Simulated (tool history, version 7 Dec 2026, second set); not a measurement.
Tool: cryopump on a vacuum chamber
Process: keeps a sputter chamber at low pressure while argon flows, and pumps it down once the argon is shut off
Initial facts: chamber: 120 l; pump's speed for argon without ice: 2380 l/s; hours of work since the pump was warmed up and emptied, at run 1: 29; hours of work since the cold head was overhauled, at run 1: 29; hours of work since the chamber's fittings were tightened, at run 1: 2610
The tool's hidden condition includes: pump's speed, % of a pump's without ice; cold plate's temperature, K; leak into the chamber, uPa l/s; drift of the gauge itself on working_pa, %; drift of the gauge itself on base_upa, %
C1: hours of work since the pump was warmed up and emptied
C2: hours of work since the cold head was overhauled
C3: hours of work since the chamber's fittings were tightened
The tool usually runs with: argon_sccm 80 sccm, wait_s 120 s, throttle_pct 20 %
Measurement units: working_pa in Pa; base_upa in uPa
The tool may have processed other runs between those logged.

run 1 hour=0.0 | argon_sccm=80 wait_s=120 throttle_pct=20 | C1=29 C2=29 C3=2610 | working_pa=0.2847 base_upa=0.45
run 2 hour=46.6 | argon_sccm=80 wait_s=120 throttle_pct=20 | C1=50 C2=50 C3=2631 | working_pa=0.2874 base_upa=0.42
run 3 hour=91.6 | argon_sccm=80 wait_s=120 throttle_pct=20 | C1=71 C2=71 C3=2651 | working_pa=0.2914 base_upa=0.45
run 4 hour=129.6 | argon_sccm=80 wait_s=120 throttle_pct=20 | C1=88 C2=88 C3=2669 | working_pa=0.2885 base_upa=0.44
run 5 hour=172.1 | argon_sccm=80 wait_s=120 throttle_pct=20 | C1=107 C2=107 C3=2688 | working_pa=0.2900 base_upa=0.48
run 6 hour=205.6 | argon_sccm=80 wait_s=120 throttle_pct=38 | C1=123 C2=123 C3=2703 | working_pa=0.1589 base_upa=0.45
run 7 hour=244.9 | argon_sccm=80 wait_s=120 throttle_pct=38 | C1=141 C2=141 C3=2721 | working_pa=0.1604 base_upa=0.46
run 8 hour=270.4 | argon_sccm=40 wait_s=120 throttle_pct=20 | C1=152 C2=152 C3=2733 | working_pa=0.1497 base_upa=0.52
run 9 hour=321.4 | argon_sccm=80 wait_s=29 throttle_pct=20 | C1=175 C2=175 C3=2756 | working_pa=0.2979 base_upa=0.93
run 10 hour=376.5 | argon_sccm=80 wait_s=29 throttle_pct=20 | C1=200 C2=200 C3=2781 | working_pa=0.3007 base_upa=0.97
run 11 hour=408.2 | argon_sccm=80 wait_s=29 throttle_pct=20 | C1=215 C2=215 C3=2795 | working_pa=0.3005 base_upa=0.95
run 12 hour=449.2 | argon_sccm=80 wait_s=120 throttle_pct=20 | C1=233 C2=233 C3=2814 | working_pa=0.3007 base_upa=0.58
run 13 hour=485.6 | argon_sccm=119 wait_s=120 throttle_pct=20 | C1=250 C2=250 C3=2830 | working_pa=0.4553 base_upa=0.56
run 14 hour=538.5 | argon_sccm=80 wait_s=120 throttle_pct=20 | C1=274 C2=274 C3=2854 | working_pa=0.3067 base_upa=0.58
run 15 hour=566.0 | argon_sccm=80 wait_s=145 throttle_pct=20 | C1=286 C2=286 C3=2867 | working_pa=0.3095 base_upa=0.54
-- hour=611.6 pump warmed up, emptied and cooled again
run 16 hour=627.2 | argon_sccm=80 wait_s=145 throttle_pct=20 | C1=7 C2=312 C3=2892 | working_pa=0.2840 base_upa=0.48
run 17 hour=655.6 | argon_sccm=80 wait_s=120 throttle_pct=20 | C1=20 C2=325 C3=2905 | working_pa=0.2872 base_upa=0.47
run 18 hour=698.9 | argon_sccm=49 wait_s=120 throttle_pct=26 | C1=40 C2=344 C3=2925 | working_pa=0.1359 base_upa=0.48
run 19 hour=737.9 | argon_sccm=76 wait_s=75 throttle_pct=26 | C1=57 C2=362 C3=2942 | working_pa=0.2104 base_upa=0.51
run 20 hour=769.9 | argon_sccm=79 wait_s=75 throttle_pct=58 | C1=72 C2=376 C3=2957 | working_pa=0.1014 base_upa=0.54
run 21 hour=820.4 | argon_sccm=49 wait_s=82 throttle_pct=58 | C1=95 C2=399 C3=2980 | working_pa=0.0639 base_upa=0.54
run 22 hour=852.7 | argon_sccm=80 wait_s=192 throttle_pct=39 | C1=109 C2=414 C3=2995 | working_pa=0.1545 base_upa=0.43
run 23 hour=888.5 | argon_sccm=80 wait_s=260 throttle_pct=39 | C1=126 C2=430 C3=3011 | working_pa=0.1544 base_upa=0.45
run 24 hour=913.9 | argon_sccm=80 wait_s=260 throttle_pct=39 | C1=137 C2=442 C3=3022 | working_pa=0.1565 base_upa=0.43
run 25 hour=969.7 | argon_sccm=88 wait_s=125 throttle_pct=44 | C1=162 C2=467 C3=3048 | working_pa=0.1553 base_upa=0.51
run 26 hour=1017.6 | argon_sccm=88 wait_s=24 throttle_pct=43 | C1=184 C2=489 C3=3069 | working_pa=0.1628 base_upa=1.06
run 27 hour=1071.0 | argon_sccm=44 wait_s=241 throttle_pct=41 | C1=208 C2=513 C3=3094 | working_pa=0.0856 base_upa=0.53
run 28 hour=1098.8 | argon_sccm=58 wait_s=29 throttle_pct=32 | C1=221 C2=526 C3=3106 | working_pa=0.1431 base_upa=0.98
run 29 hour=1128.2 | argon_sccm=58 wait_s=29 throttle_pct=32 | C1=234 C2=539 C3=3120 | working_pa=0.1444 base_upa=0.99
run 30 hour=1165.8 | argon_sccm=137 wait_s=56 throttle_pct=19 | C1=251 C2=556 C3=3137 | working_pa=0.5527 base_upa=0.78
run 31 hour=1204.0 | argon_sccm=137 wait_s=56 throttle_pct=19 | C1=269 C2=573 C3=3154 | working_pa=0.5526 base_upa=0.81
run 32 hour=1249.9 | argon_sccm=85 wait_s=269 throttle_pct=40 | C1=290 C2=594 C3=3175 | working_pa=0.1801 base_upa=0.58
run 33 hour=1276.6 | argon_sccm=85 wait_s=269 throttle_pct=40 | C1=302 C2=606 C3=3187 | working_pa=0.1821 base_upa=0.55
-- hour=1286.8 pump warmed up, emptied and cooled again
run 34 hour=1306.1 | argon_sccm=85 wait_s=269 throttle_pct=40 | C1=9 C2=617 C3=3198 | working_pa=0.1544 base_upa=0.42

Some steps in working_pa, run to run, broken into two amounts with sign: the step expected even without the hidden condition (settings, incoming material, random variation), and the rest, left for the hidden condition together with whatever gauge scatter is not in both the measured and the hidden-condition-free result:
Run 12 -> 13: argon_sccm 80 -> 119. working_pa +0.1546 Pa: hidden state +0.0123, all else +0.1423.
Run 15 -> 16: pump warmed up, emptied and cooled again. working_pa -0.0255 Pa: hidden state -0.0249, all else -0.0006.
Run 29 -> 30: argon_sccm 58 -> 137, wait_s 29 -> 56, throttle_pct 32 -> 19. working_pa +0.4083 Pa: hidden state +0.0247, all else +0.3836.
Run 31 -> 32: argon_sccm 137 -> 85, wait_s 56 -> 269, throttle_pct 19 -> 40. working_pa -0.3725 Pa: hidden state -0.0132, all else -0.3593.
Run 33 -> 34: pump warmed up, emptied and cooled again. working_pa -0.0277 Pa: hidden state -0.0309, all else +0.0032.

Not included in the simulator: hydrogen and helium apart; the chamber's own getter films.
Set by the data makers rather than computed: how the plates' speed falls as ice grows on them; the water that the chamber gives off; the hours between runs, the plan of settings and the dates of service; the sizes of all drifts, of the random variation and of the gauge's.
